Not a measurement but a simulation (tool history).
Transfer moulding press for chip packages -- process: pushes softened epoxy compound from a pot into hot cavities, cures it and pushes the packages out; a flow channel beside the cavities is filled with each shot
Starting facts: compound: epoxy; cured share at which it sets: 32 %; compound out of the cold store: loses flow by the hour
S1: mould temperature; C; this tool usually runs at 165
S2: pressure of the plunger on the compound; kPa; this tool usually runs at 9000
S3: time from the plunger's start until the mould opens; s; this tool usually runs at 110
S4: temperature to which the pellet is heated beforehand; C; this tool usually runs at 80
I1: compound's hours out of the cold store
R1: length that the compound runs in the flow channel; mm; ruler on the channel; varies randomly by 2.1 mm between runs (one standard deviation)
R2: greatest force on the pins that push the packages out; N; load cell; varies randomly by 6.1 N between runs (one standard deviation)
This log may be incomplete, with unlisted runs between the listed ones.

| run | hour | S1 | S2 | S3 | S4 | I1 | R1 | R2 |
|---|---|---|---|---|---|---|---|---|
| 1 | 0.0 | 165 | 9000 | 110 | 80 | 13.1 | 595 | 377 |
|  | 38.5 | cavities cleaned with cleaning compound and waxed |
| 2 | 41.8 | 165 | 9000 | 110 | 80 | 39.3 | 551 | 584 |
|  | 48.4 | mould's thermocouples calibrated |
| 3 | 100.9 | 165 | 9000 | 110 | 80 | 42.1 | 547 | 595 |
|  | 107.2 | cavities cleaned with cleaning compound and waxed |
|  | 172.6 | cavities cleaned with cleaning compound and waxed |
| 4 | 179.6 | 165 | 9000 | 110 | 80 | 17.1 | 582 | 297 |
| 5 | 226.8 | 165 | 9000 | 110 | 80 | 46.0 | 536 | 457 |
|  | 242.1 | cavities cleaned with cleaning compound and waxed |
|  | 310.9 | cavities cleaned with cleaning compound and waxed |
| 6 | 318.2 | 165 | 9000 | 110 | 83 | 20.5 | 568 | 306 |
|  | 380.3 | cavities cleaned with cleaning compound and waxed |
| 7 | 380.3 | 165 | 9000 | 110 | 83 | 47.9 | 527 | 233 |
| 8 | 424.9 | 165 | 9550 | 110 | 80 | 27.4 | 573 | 449 |
|  | 451.4 | cavities cleaned with cleaning compound and waxed |
|  | 461.7 | plunger's sealing rings changed |
|  | 467.4 | cavities cleaned with cleaning compound and waxed, once more |
| 9 | 501.1 | 165 | 9550 | 110 | 80 | 10.5 | 618 | 428 |
|  | 533.7 | cavities cleaned with cleaning compound and waxed |
| 10 | 583.5 | 165 | 9550 | 110 | 80 | 34.2 | 578 | 449 |
|  | 598.9 | cavities cleaned with cleaning compound and waxed |
| 11 | 649.7 | 165 | 9000 | 110 | 80 | 21.3 | 574 | 469 |
|  | 664.6 | cavities cleaned with cleaning compound and waxed |
| 12 | 696.1 | 165 | 9000 | 110 | 80 | 16.4 | 578 | 384 |
|  | 735.0 | cavities cleaned with cleaning compound and waxed |
| 13 | 786.7 | 165 | 9000 | 110 | 80 | 36.5 | 543 | 451 |
|  | 803.3 | cavities cleaned with cleaning compound and waxed |
| 14 | 844.1 | 165 | 10880 | 110 | 84 | 8.0 | 638 | 434 |
|  | 870.9 | cavities cleaned with cleaning compound and waxed |
| 15 | 910.2 | 165 | 10880 | 142 | 78 | 39.5 | 587 | 329 |
|  | 938.5 | cavities cleaned with cleaning compound and waxed |
|  | 951.3 | plunger's sealing rings changed |
| 16 | 985.6 | 162 | 7600 | 102 | 85 | 18.0 | 544 | 636 |
|  | 1009.5 | cavities cleaned with cleaning compound and waxed |
| 17 | 1067.5 | 162 | 7600 | 102 | 85 | 16.7 | 548 | 656 |
|  | 1075.9 | cavities cleaned with cleaning compound and waxed |
| 18 | 1120.5 | 164 | 9000 | 110 | 85 | 14.7 | 583 | 436 |
|  | 1142.2 | cavities cleaned with cleaning compound and waxed |
| 19 | 1163.3 | 161 | 9000 | 109 | 85 | 27.0 | 577 | 449 |
|  | 1211.5 | mould's thermocouples calibrated |
|  | 1213.0 | cavities cleaned with cleaning compound and waxed |
| 20 | 1237.2 | 169 | 9000 | 129 | 80 | 9.2 | 582 | 278 |
|  | 1284.3 | cavities cleaned with cleaning compound and waxed |
| 21 | 1328.6 | 160 | 9000 | 110 | 80 | 20.2 | 581 | 664 |
|  | 1354.1 | cavities cleaned with cleaning compound and waxed |
| 22 | 1375.0 | 159 | 9220 | 106 | 80 | 8.6 | 605 | 658 |
|  | 1421.5 | cavities cleaned with cleaning compound and waxed |
|  | 1443.1 | plunger's sealing rings changed |
| 23 | 1453.2 | 170 | 9220 | 106 | 80 | 22.3 | 580 | 331 |
|  | 1491.8 | cavities cleaned with cleaning compound and waxed |
| 24 | 1500.3 | 162 | 8940 | 106 | 80 | 32.7 | 572 | 389 |
|  | 1562.4 | cavities cleaned with cleaning compound and waxed |
| 25 | 1580.7 | 172 | 9760 | 128 | 86 | 21.4 | 585 | 248 |
| 26 | 1624.9 | 172 | 9760 | 128 | 86 | 8.1 | 605 | 354 |

What if the next run were any one of these 4? Each begins from the tool's condition after run 26:
|  | 1632.4 | cavities cleaned with cleaning compound and waxed |
|  | 1697.9 | cavities cleaned with cleaning compound and waxed |
| A | 1707.9 | 158 | 10480 | 128 | 80 | 20.1 | ? | ? |
|  | 1632.4 | cavities cleaned with cleaning compound and waxed |
|  | 1697.9 | cavities cleaned with cleaning compound and waxed |
| B | 1707.9 | 165 | 7440 | 110 | 79 | 28.8 | ? | ? |
|  | 1632.4 | cavities cleaned with cleaning compound and waxed |
|  | 1697.9 | cavities cleaned with cleaning compound and waxed |
| C | 1707.9 | 172 | 9760 | 128 | 78 | 32.8 | ? | ? |
|  | 1632.4 | cavities cleaned with cleaning compound and waxed |
|  | 1697.9 | cavities cleaned with cleaning compound and waxed |
| D | 1707.9 | 171 | 9000 | 110 | 80 | 16.4 | ? | ? |

| run | R1 | R2 |
|---|---|---|
| A | 640 | 388 |
| B | 507 | 301 |
| C | 562 | 230 |
| D | 566 | 244 |
With the hidden condition removed and each run's random variation left untouched, the same runs would have given:
| run | R1 | R2 |
|---|---|---|
| A | 658 | 310 |
| B | 521 | 237 |
| C | 577 | 172 |
| D | 581 | 186 |
